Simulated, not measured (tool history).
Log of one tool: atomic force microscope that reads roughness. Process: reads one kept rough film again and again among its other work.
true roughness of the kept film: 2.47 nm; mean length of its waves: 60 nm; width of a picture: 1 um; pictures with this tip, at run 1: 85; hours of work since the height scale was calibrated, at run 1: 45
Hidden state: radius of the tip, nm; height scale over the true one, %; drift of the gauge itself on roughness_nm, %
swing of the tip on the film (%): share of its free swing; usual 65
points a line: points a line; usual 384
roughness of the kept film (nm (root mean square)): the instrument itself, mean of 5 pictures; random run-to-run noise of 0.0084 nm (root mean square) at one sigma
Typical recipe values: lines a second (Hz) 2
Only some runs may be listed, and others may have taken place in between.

| run | hour | lines a second (Hz) | swing of the tip on the film (%) | points a line | pictures with this tip | hours of work since the height scale was calibrated | roughness of the kept film (nm (root mean square)) |
|---|---|---|---|---|---|---|---|
| 1 | 0 | 2 | 65 | 384 | 85 | 45 | 2.218 |
| 2 | 4.5 | 2 | 65 | 384 | 93 | 48 | 2.22 |
| 3 | 8.9 | 2 | 65 | 384 | 101 | 50 | 2.219 |
| 4 | 15 | 2 | 65 | 384 | 111 | 53 | 2.222 |
| 5 | 21.8 | 2 | 65 | 384 | 124 | 57 | 2.215 |
| 6 | 26.8 | 2 | 65 | 384 | 132 | 60 | 2.211 |
| 7 | 32.5 | 2 | 65 | 384 | 143 | 63 | 2.222 |
| 8 | 38 | 2 | 65 | 384 | 153 | 66 | 2.218 |
| 9 | 43.7 | 2 | 65 | 384 | 163 | 69 | 2.213 |
| 10 | 49 | 2 | 65 | 384 | 172 | 72 | 2.218 |
| 11 | 54.2 | 2 | 65 | 384 | 182 | 75 | 2.219 |
| 12 | 58.5 | 2 | 65 | 384 | 189 | 77 | 2.209 |
| 13 | 67 | 3.4 | 65 | 384 | 204 | 82 | 2.096 |
| 14 | 75.6 | 2 | 65 | 384 | 220 | 87 | 2.214 |
| 15 | 83 | 2 | 65 | 627 | 233 | 91 | 2.212 |
| 16 | 86.9 | 2 | 65 | 384 | 240 | 93 | 2.212 |
| 17 | 95.5 | 2.81 | 65 | 384 | 255 | 98 | 2.131 |
| 18 | 102.7 | 2.81 | 65 | 384 | 268 | 102 | 2.133 |
| 19 | 110.2 | 2.81 | 65 | 384 | 282 | 106 | 2.148 |
| 20 | 118.1 | 2.81 | 65 | 384 | 296 | 110 | 2.132 |
| 21 | 126.8 | 2.81 | 65 | 384 | 311 | 115 | 2.131 |
| 22 | 136.1 | 0.59 | 57 | 555 | 328 | 120 | 2.38 |
| 23 | 142.5 | 2.35 | 57 | 744 | 339 | 124 | 2.264 |
| 24 | 150 | 2.35 | 57 | 744 | 353 | 128 | 2.273 |
| 25 | 158 | 2.35 | 57 | 744 | 367 | 132 | 2.263 |
|  | 160 | new tip fitted |
| 26 | 166.8 | 2.35 | 57 | 744 | 12 | 137 | 2.275 |
| 27 | 174.6 | 2.35 | 57 | 744 | 26 | 141 | 2.292 |
| 28 | 182 | 2 | 58 | 531 | 39 | 145 | 2.286 |
| 29 | 187.3 | 0.53 | 64 | 264 | 48 | 148 | 2.365 |
| 30 | 192.7 | 0.53 | 64 | 264 | 58 | 151 | 2.384 |
| 31 | 200.9 | 2.42 | 64 | 264 | 73 | 156 | 2.187 |
| 32 | 210.3 | 1.98 | 60 | 572 | 90 | 161 | 2.278 |
| 33 | 218.4 | 0.66 | 65 | 384 | 104 | 165 | 2.337 |
| 34 | 226.4 | 1.71 | 57 | 384 | 118 | 170 | 2.301 |
| 35 | 234.3 | 1.71 | 57 | 384 | 133 | 174 | 2.32 |
| 36 | 238.9 | 1.96 | 78 | 384 | 141 | 177 | 2.055 |
| 37 | 245.6 | 0.93 | 84 | 378 | 153 | 180 | 2.155 |
| 38 | 251.7 | 0.92 | 62 | 840 | 163 | 184 | 2.338 |
| 39 | 260.2 | 1.84 | 65 | 893 | 179 | 188 | 2.217 |
| 40 | 264.1 | 1.84 | 65 | 893 | 186 | 191 | 2.237 |
| 41 | 273.4 | 1.84 | 65 | 893 | 202 | 196 | 2.224 |

How the hidden state differs across the entries between the runs, from the last listed run before each to the first after it:
Between runs 25 and 26: new tip fitted (hour 160)
  radius of the tip, nm: 8.4 -> 7.1

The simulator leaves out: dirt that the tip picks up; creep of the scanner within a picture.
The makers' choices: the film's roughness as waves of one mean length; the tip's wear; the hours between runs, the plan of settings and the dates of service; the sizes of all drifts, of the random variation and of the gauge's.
